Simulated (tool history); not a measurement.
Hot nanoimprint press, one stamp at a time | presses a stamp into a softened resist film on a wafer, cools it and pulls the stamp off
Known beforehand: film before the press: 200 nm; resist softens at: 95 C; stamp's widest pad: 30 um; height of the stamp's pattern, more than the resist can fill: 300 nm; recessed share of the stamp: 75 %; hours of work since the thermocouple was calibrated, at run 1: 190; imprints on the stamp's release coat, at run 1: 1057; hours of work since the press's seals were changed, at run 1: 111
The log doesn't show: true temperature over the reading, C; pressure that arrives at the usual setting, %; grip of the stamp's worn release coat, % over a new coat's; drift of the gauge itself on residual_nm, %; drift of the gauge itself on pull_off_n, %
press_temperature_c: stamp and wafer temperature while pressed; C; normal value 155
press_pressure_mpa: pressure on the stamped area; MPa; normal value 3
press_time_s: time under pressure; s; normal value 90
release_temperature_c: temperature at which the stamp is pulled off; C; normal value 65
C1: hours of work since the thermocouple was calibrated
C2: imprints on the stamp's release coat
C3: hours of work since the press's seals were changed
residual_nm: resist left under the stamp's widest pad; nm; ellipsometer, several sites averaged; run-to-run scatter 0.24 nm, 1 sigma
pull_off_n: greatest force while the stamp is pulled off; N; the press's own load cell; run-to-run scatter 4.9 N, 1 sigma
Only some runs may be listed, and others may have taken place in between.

{"run": 1, "day": 0.0, "press_temperature_c": 155, "press_pressure_mpa": 3, "press_time_s": 90, "release_temperature_c": 65, "C1": 190, "C2": 1057, "C3": 111, "residual_nm": 72.7, "pull_off_n": 346}
{"run": 2, "day": 1.217, "press_temperature_c": 155, "press_pressure_mpa": 3, "press_time_s": 90, "release_temperature_c": 65, "C1": 205, "C2": 1177, "C3": 126, "residual_nm": 72.8, "pull_off_n": 350}
{"run": 3, "day": 2.088, "press_temperature_c": 155, "press_pressure_mpa": 3, "press_time_s": 90, "release_temperature_c": 65, "C1": 216, "C2": 1264, "C3": 137, "residual_nm": 73.2, "pull_off_n": 365}
{"run": 4, "day": 3.567, "press_temperature_c": 155, "press_pressure_mpa": 3, "press_time_s": 90, "release_temperature_c": 65, "C1": 235, "C2": 1411, "C3": 156, "residual_nm": 73.1, "pull_off_n": 380}
{"run": 5, "day": 4.604, "press_temperature_c": 147, "press_pressure_mpa": 3, "press_time_s": 90, "release_temperature_c": 65, "C1": 249, "C2": 1513, "C3": 169, "residual_nm": 103.4, "pull_off_n": 386}
{"day": 5.225, "done": "plate thermocouple calibrated"}
{"day": 6.729, "done": "stamp cleaned and given a new release coat"}
{"run": 6, "day": 6.908, "press_temperature_c": 147, "press_pressure_mpa": 3, "press_time_s": 90, "release_temperature_c": 65, "C1": 18, "C2": 18, "C3": 194, "residual_nm": 105, "pull_off_n": 248}
{"run": 7, "day": 8.879, "press_temperature_c": 147, "press_pressure_mpa": 3, "press_time_s": 90, "release_temperature_c": 65, "C1": 43, "C2": 213, "C3": 219, "residual_nm": 105.7, "pull_off_n": 277}
{"run": 8, "day": 10.625, "press_temperature_c": 147, "press_pressure_mpa": 3, "press_time_s": 90, "release_temperature_c": 65, "C1": 66, "C2": 386, "C3": 242, "residual_nm": 106.1, "pull_off_n": 278}
{"run": 9, "day": 12.612, "press_temperature_c": 147, "press_pressure_mpa": 3, "press_time_s": 90, "release_temperature_c": 65, "C1": 91, "C2": 583, "C3": 267, "residual_nm": 106.9, "pull_off_n": 304}
{"day": 13.792, "done": "plate thermocouple calibrated, once more"}
{"run": 10, "day": 14.125, "press_temperature_c": 155, "press_pressure_mpa": 3, "press_time_s": 90, "release_temperature_c": 65, "C1": 4, "C2": 721, "C3": 285, "residual_nm": 72.1, "pull_off_n": 310}
{"run": 11, "day": 15.958, "press_temperature_c": 155, "press_pressure_mpa": 3, "press_time_s": 92, "release_temperature_c": 65, "C1": 28, "C2": 903, "C3": 308, "residual_nm": 71.7, "pull_off_n": 322}
{"run": 12, "day": 17.338, "press_temperature_c": 155, "press_pressure_mpa": 3, "press_time_s": 92, "release_temperature_c": 65, "C1": 45, "C2": 1039, "C3": 326, "residual_nm": 72.1, "pull_off_n": 337}
{"run": 13, "day": 18.492, "press_temperature_c": 155, "press_pressure_mpa": 3, "press_time_s": 90, "release_temperature_c": 63, "C1": 60, "C2": 1154, "C3": 340, "residual_nm": 72.5, "pull_off_n": 364}
{"run": 14, "day": 20.258, "press_temperature_c": 155, "press_pressure_mpa": 3, "press_time_s": 90, "release_temperature_c": 60, "C1": 83, "C2": 1329, "C3": 363, "residual_nm": 73.1, "pull_off_n": 421}
{"run": 15, "day": 21.071, "press_temperature_c": 155, "press_pressure_mpa": 1.82, "press_time_s": 90, "release_temperature_c": 60, "C1": 93, "C2": 1409, "C3": 373, "residual_nm": 94.9, "pull_off_n": 426}
{"run": 16, "day": 22.375, "press_temperature_c": 155, "press_pressure_mpa": 1.82, "press_time_s": 60, "release_temperature_c": 63, "C1": 110, "C2": 1539, "C3": 390, "residual_nm": 108.3, "pull_off_n": 402}
{"run": 17, "day": 23.608, "press_temperature_c": 155, "press_pressure_mpa": 2.3, "press_time_s": 60, "release_temperature_c": 63, "C1": 125, "C2": 1661, "C3": 406, "residual_nm": 97.5, "pull_off_n": 417}
{"day": 24.104, "done": "stamp cleaned and given a new release coat"}
{"run": 18, "day": 24.829, "press_temperature_c": 163, "press_pressure_mpa": 3.25, "press_time_s": 117, "release_temperature_c": 51, "C1": 138, "C2": 72, "C3": 418, "residual_nm": 45.4, "pull_off_n": 349}
{"run": 19, "day": 25.904, "press_temperature_c": 163, "press_pressure_mpa": 3.25, "press_time_s": 117, "release_temperature_c": 51, "C1": 152, "C2": 179, "C3": 432, "residual_nm": 45.7, "pull_off_n": 359}
{"run": 20, "day": 27.458, "press_temperature_c": 150, "press_pressure_mpa": 3.04, "press_time_s": 117, "release_temperature_c": 60, "C1": 171, "C2": 333, "C3": 452, "residual_nm": 83.1, "pull_off_n": 313}
{"run": 21, "day": 29.05, "press_temperature_c": 150, "press_pressure_mpa": 3.04, "press_time_s": 117, "release_temperature_c": 51, "C1": 192, "C2": 491, "C3": 472, "residual_nm": 83.6, "pull_off_n": 395}
{"run": 22, "day": 30.804, "press_temperature_c": 155, "press_pressure_mpa": 3, "press_time_s": 90, "release_temperature_c": 52, "C1": 214, "C2": 664, "C3": 494, "residual_nm": 75, "pull_off_n": 411}
{"run": 23, "day": 32.638, "press_temperature_c": 155, "press_pressure_mpa": 3, "press_time_s": 90, "release_temperature_c": 54, "C1": 237, "C2": 846, "C3": 518, "residual_nm": 74.8, "pull_off_n": 418}
{"run": 24, "day": 33.912, "press_temperature_c": 155, "press_pressure_mpa": 3, "press_time_s": 90, "release_temperature_c": 54, "C1": 254, "C2": 973, "C3": 534, "residual_nm": 75.2, "pull_off_n": 438}
{"day": 34.2, "done": "plate thermocouple calibrated"}
{"run": 25, "day": 35.871, "press_temperature_c": 160, "press_pressure_mpa": 2.41, "press_time_s": 90, "release_temperature_c": 54, "C1": 21, "C2": 1154, "C3": 558, "residual_nm": 65.6, "pull_off_n": 453}
{"run": 26, "day": 37.879, "press_temperature_c": 160, "press_pressure_mpa": 1.99, "press_time_s": 90, "release_temperature_c": 56, "C1": 47, "C2": 1353, "C3": 583, "residual_nm": 73.3, "pull_off_n": 477}
{"run": 27, "day": 39.017, "press_temperature_c": 160, "press_pressure_mpa": 1.99, "press_time_s": 90, "release_temperature_c": 56, "C1": 62, "C2": 1466, "C3": 598, "residual_nm": 73.7, "pull_off_n": 479}
{"run": 28, "day": 40.104, "press_temperature_c": 160, "press_pressure_mpa": 1.99, "press_time_s": 90, "release_temperature_c": 56, "C1": 75, "C2": 1574, "C3": 612, "residual_nm": 73.8, "pull_off_n": 494}
{"day": 41.421, "done": "stamp cleaned and given a new release coat"}
{"run": 29, "day": 41.517, "press_temperature_c": 146, "press_pressure_mpa": 3, "press_time_s": 104, "release_temperature_c": 65, "C1": 90, "C2": 9, "C3": 626, "residual_nm": 101.2, "pull_off_n": 249}
{"run": 30, "day": 43.05, "press_temperature_c": 144, "press_pressure_mpa": 3, "press_time_s": 105, "release_temperature_c": 65, "C1": 110, "C2": 161, "C3": 646, "residual_nm": 110.3, "pull_off_n": 255}

Forecast each of these 4 alternatives for the next run:
{"run": "A", "day": 44.854, "press_temperature_c": 144, "press_pressure_mpa": 3, "press_time_s": 109, "release_temperature_c": 51, "C1": 133, "C2": 340, "C3": 669, "residual_nm": "?", "pull_off_n": "?"}
{"run": "B", "day": 44.854, "press_temperature_c": 144, "press_pressure_mpa": 3.15, "press_time_s": 105, "release_temperature_c": 51, "C1": 133, "C2": 340, "C3": 669, "residual_nm": "?", "pull_off_n": "?"}
{"run": "C", "day": 44.854, "press_temperature_c": 162, "press_pressure_mpa": 3, "press_time_s": 90, "release_temperature_c": 52, "C1": 133, "C2": 340, "C3": 669, "residual_nm": "?", "pull_off_n": "?"}
{"run": "D", "day": 44.854, "press_temperature_c": 165, "press_pressure_mpa": 3, "press_time_s": 108, "release_temperature_c": 62, "C1": 133, "C2": 340, "C3": 669, "residual_nm": "?", "pull_off_n": "?"}

run=A residual_nm=110.2 pull_off_n=393
run=B residual_nm=108.3 pull_off_n=387
run=C residual_nm=54.8 pull_off_n=370
run=D residual_nm=46 pull_off_n=303
With no hidden state in the tool, these same runs would have given:
run=A residual_nm=105.6 pull_off_n=347
run=B residual_nm=103.7 pull_off_n=341
run=C residual_nm=52.4 pull_off_n=327
run=D residual_nm=43.9 pull_off_n=267
